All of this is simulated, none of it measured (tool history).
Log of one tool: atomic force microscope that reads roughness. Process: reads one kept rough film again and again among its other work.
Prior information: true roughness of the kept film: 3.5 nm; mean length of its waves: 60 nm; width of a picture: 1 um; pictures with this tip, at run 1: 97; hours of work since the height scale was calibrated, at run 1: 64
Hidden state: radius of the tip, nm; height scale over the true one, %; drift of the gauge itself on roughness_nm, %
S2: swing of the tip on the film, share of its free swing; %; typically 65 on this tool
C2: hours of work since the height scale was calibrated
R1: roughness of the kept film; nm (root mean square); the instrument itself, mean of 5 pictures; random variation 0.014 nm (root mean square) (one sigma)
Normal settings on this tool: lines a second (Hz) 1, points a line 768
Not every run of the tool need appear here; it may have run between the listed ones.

{"run": 1, "hour": 0.0, "lines a second (Hz)": 1, "S2": 65, "points a line": 768, "pictures with this tip": 97, "C2": 64, "R1": 3.271}
{"run": 2, "hour": 22.8, "lines a second (Hz)": 1, "S2": 65, "points a line": 768, "pictures with this tip": 136, "C2": 78, "R1": 3.203}
{"run": 3, "hour": 55.7, "lines a second (Hz)": 1, "S2": 65, "points a line": 768, "pictures with this tip": 191, "C2": 96, "R1": 3.211}
{"run": 4, "hour": 71.4, "lines a second (Hz)": 2.19, "S2": 65, "points a line": 768, "pictures with this tip": 218, "C2": 105, "R1": 3.146}
{"run": 5, "hour": 91.6, "lines a second (Hz)": 2.19, "S2": 65, "points a line": 768, "pictures with this tip": 252, "C2": 117, "R1": 3.122}
{"run": 6, "hour": 123.0, "lines a second (Hz)": 2.19, "S2": 65, "points a line": 768, "pictures with this tip": 306, "C2": 135, "R1": 3.065}
{"run": 7, "hour": 160.9, "lines a second (Hz)": 1, "S2": 63, "points a line": 768, "pictures with this tip": 370, "C2": 156, "R1": 3.093}
{"hour": 168.9, "done": "new tip fitted"}
{"run": 8, "hour": 185.8, "lines a second (Hz)": 2.23, "S2": 65, "points a line": 768, "pictures with this tip": 29, "C2": 170, "R1": 3.24}
{"run": 9, "hour": 211.1, "lines a second (Hz)": 1, "S2": 65, "points a line": 534, "pictures with this tip": 72, "C2": 185, "R1": 3.286}
{"run": 10, "hour": 246.5, "lines a second (Hz)": 1, "S2": 65, "points a line": 768, "pictures with this tip": 132, "C2": 205, "R1": 3.226}
{"run": 11, "hour": 269.0, "lines a second (Hz)": 1, "S2": 65, "points a line": 260, "pictures with this tip": 170, "C2": 218, "R1": 3.179}
{"run": 12, "hour": 307.4, "lines a second (Hz)": 1, "S2": 65, "points a line": 768, "pictures with this tip": 235, "C2": 239, "R1": 3.151}
{"run": 13, "hour": 341.1, "lines a second (Hz)": 1, "S2": 65, "points a line": 768, "pictures with this tip": 292, "C2": 259, "R1": 3.121}
{"run": 14, "hour": 378.1, "lines a second (Hz)": 1, "S2": 65, "points a line": 463, "pictures with this tip": 355, "C2": 280, "R1": 3.075}
{"hour": 394.0, "done": "new tip fitted"}
{"run": 15, "hour": 394.2, "lines a second (Hz)": 1, "S2": 65, "points a line": 463, "pictures with this tip": 0, "C2": 289, "R1": 3.322}
{"run": 16, "hour": 431.8, "lines a second (Hz)": 1, "S2": 65, "points a line": 732, "pictures with this tip": 64, "C2": 310, "R1": 3.278}
{"run": 17, "hour": 466.1, "lines a second (Hz)": 1, "S2": 65, "points a line": 732, "pictures with this tip": 122, "C2": 330, "R1": 3.242}
{"run": 18, "hour": 485.4, "lines a second (Hz)": 1, "S2": 65, "points a line": 732, "pictures with this tip": 155, "C2": 341, "R1": 3.217}
{"run": 19, "hour": 505.1, "lines a second (Hz)": 1, "S2": 65, "points a line": 768, "pictures with this tip": 188, "C2": 352, "R1": 3.191}
{"run": 20, "hour": 540.9, "lines a second (Hz)": 1, "S2": 62, "points a line": 768, "pictures with this tip": 249, "C2": 372, "R1": 3.177}
{"run": 21, "hour": 574.3, "lines a second (Hz)": 1, "S2": 62, "points a line": 768, "pictures with this tip": 306, "C2": 391, "R1": 3.136}
{"run": 22, "hour": 608.9, "lines a second (Hz)": 1, "S2": 62, "points a line": 768, "pictures with this tip": 365, "C2": 411, "R1": 3.105}
{"hour": 619.0, "done": "new tip fitted"}
{"run": 23, "hour": 630.2, "lines a second (Hz)": 1.77, "S2": 58, "points a line": 329, "pictures with this tip": 19, "C2": 423, "R1": 3.273}
{"run": 24, "hour": 652.2, "lines a second (Hz)": 2.48, "S2": 61, "points a line": 768, "pictures with this tip": 57, "C2": 435, "R1": 3.248}
{"run": 25, "hour": 679.9, "lines a second (Hz)": 2.48, "S2": 61, "points a line": 768, "pictures with this tip": 104, "C2": 451, "R1": 3.229}
{"run": 26, "hour": 696.8, "lines a second (Hz)": 1, "S2": 65, "points a line": 631, "pictures with this tip": 132, "C2": 461, "R1": 3.211}
{"run": 27, "hour": 729.6, "lines a second (Hz)": 0.74, "S2": 65, "points a line": 768, "pictures with this tip": 188, "C2": 480, "R1": 3.211}
{"run": 28, "hour": 749.5, "lines a second (Hz)": 0.74, "S2": 65, "points a line": 768, "pictures with this tip": 222, "C2": 491, "R1": 3.187}
{"run": 29, "hour": 767.6, "lines a second (Hz)": 1.95, "S2": 74, "points a line": 768, "pictures with this tip": 253, "C2": 501, "R1": 3.081}
{"run": 30, "hour": 797.9, "lines a second (Hz)": 1.37, "S2": 74, "points a line": 951, "pictures with this tip": 304, "C2": 518, "R1": 3.065}
{"run": 31, "hour": 813.9, "lines a second (Hz)": 3.25, "S2": 70, "points a line": 998, "pictures with this tip": 331, "C2": 528, "R1": 2.964}
{"run": 32, "hour": 841.6, "lines a second (Hz)": 1.15, "S2": 66, "points a line": 651, "pictures with this tip": 378, "C2": 543, "R1": 3.095}
{"hour": 844.1, "done": "new tip fitted"}
{"run": 33, "hour": 865.4, "lines a second (Hz)": 3.7, "S2": 57, "points a line": 306, "pictures with this tip": 36, "C2": 557, "R1": 3.256}
{"run": 34, "hour": 889.1, "lines a second (Hz)": 2.2, "S2": 74, "points a line": 768, "pictures with this tip": 76, "C2": 570, "R1": 3.157}
{"run": 35, "hour": 906.3, "lines a second (Hz)": 2.2, "S2": 74, "points a line": 702, "pictures with this tip": 106, "C2": 580, "R1": 3.141}
{"run": 36, "hour": 923.4, "lines a second (Hz)": 2.2, "S2": 74, "points a line": 702, "pictures with this tip": 135, "C2": 590, "R1": 3.137}
{"run": 37, "hour": 957.7, "lines a second (Hz)": 1, "S2": 82, "points a line": 768, "pictures with this tip": 193, "C2": 609, "R1": 3.146}
{"run": 38, "hour": 989.0, "lines a second (Hz)": 1, "S2": 82, "points a line": 768, "pictures with this tip": 246, "C2": 627, "R1": 3.079}
{"run": 39, "hour": 1025.0, "lines a second (Hz)": 0.7, "S2": 59, "points a line": 768, "pictures with this tip": 307, "C2": 648, "R1": 3.145}
{"run": 40, "hour": 1043.1, "lines a second (Hz)": 0.64, "S2": 61, "points a line": 263, "pictures with this tip": 338, "C2": 658, "R1": 3.129}
{"run": 41, "hour": 1060.4, "lines a second (Hz)": 2.1, "S2": 67, "points a line": 309, "pictures with this tip": 368, "C2": 668, "R1": 3.022}

Below, some changes in R1 between adjacent runs. For each, the amount present without the hidden state too (settings, incoming material, random variation) and the amount remaining for the hidden state with gauge scatter not shared by both compared results:
Run 7 -> 8: lines a second (Hz) 1 -> 2.23, S2 63 -> 65, new tip fitted. R1 +0.147 nm (root mean square): hidden state +0.208, all else -0.061.
Run 14 -> 15: new tip fitted. R1 +0.247 nm (root mean square): hidden state +0.233, all else +0.014.
Run 22 -> 23: lines a second (Hz) 1 -> 1.77, S2 62 -> 58, points a line 768 -> 329, new tip fitted. R1 +0.168 nm (root mean square): hidden state +0.218, all else -0.05.
Run 32 -> 33: lines a second (Hz) 1.15 -> 3.7, S2 66 -> 57, points a line 651 -> 306, new tip fitted. R1 +0.161 nm (root mean square): hidden state +0.208, all else -0.047.

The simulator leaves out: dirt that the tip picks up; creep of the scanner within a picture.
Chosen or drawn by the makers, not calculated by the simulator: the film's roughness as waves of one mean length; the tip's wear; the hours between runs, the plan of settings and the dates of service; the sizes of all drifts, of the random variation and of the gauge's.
